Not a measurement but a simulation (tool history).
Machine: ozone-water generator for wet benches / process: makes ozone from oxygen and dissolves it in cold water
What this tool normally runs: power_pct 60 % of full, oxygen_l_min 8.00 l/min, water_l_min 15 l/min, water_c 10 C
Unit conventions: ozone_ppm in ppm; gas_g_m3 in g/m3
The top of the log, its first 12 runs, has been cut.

run	hour	power_pct	oxygen_l_min	water_l_min	water_c	ozone_ppm	gas_g_m3
13	791.4	60	5.90	12	10	39.5	206.2
14	860.6	60	4.82	15	10	33.6	228.1
15	901.4	60	4.82	15	10	33.7	226.8
16	963.1	60	4.82	15	10	33.7	224.7
17	1043.6	60	4.82	15	10	33.6	226.2
18	1090.1	60	8.34	14	10	35.1	173.1
19	1140.4	51	8.00	15	6	33.5	160.7
20	1190.4	60	8.00	23	10	26.1	176.4
21	1266.5	42	7.48	11	10	33.3	150.5
22	1357.7	42	7.48	11	10	33.3	149.0
23	1406.8	45	7.48	15	10	29.3	156.2
24	1489.3	45	7.48	15	10	28.9	154.8
25	1531.5	60	8.00	9	10	44.1	177.6
26	1619.9	60	8.00	9	10	43.8	176.8
27	1682.8	60	8.00	17	11	30.8	178.1
28	1756.8	68	9.59	15	17	31.3	172.0
29	1808.9	68	9.59	15	17	31.5	172.1
30	1884.6	68	4.07	15	17	32.1	257.8
31	1957.9	89	8.00	15	17	36.9	217.6
32	2018.3	60	7.83	13	10	37.0	176.7

Alternative continuations, all from the tool just after run 32; predict every row:
A	2074.3	56	7.83	11	7	?	?
B	2074.3	60	8.00	14	10	?	?
C	2074.3	49	7.83	13	10	?	?
D	2074.3	44	7.83	24	10	?	?
E	2074.3	52	5.63	9	10	?	?

run	ozone_ppm	gas_g_m3
A	40.9	167.5
B	35.5	174.7
C	32.9	158.2
D	21.0	151.2
E	42.5	189.8
Without the tool's hidden state the same runs would have given:
run	ozone_ppm	gas_g_m3
A	40.9	172.6
B	35.5	180.0
C	32.9	162.9
D	21.1	155.6
E	42.6	195.5
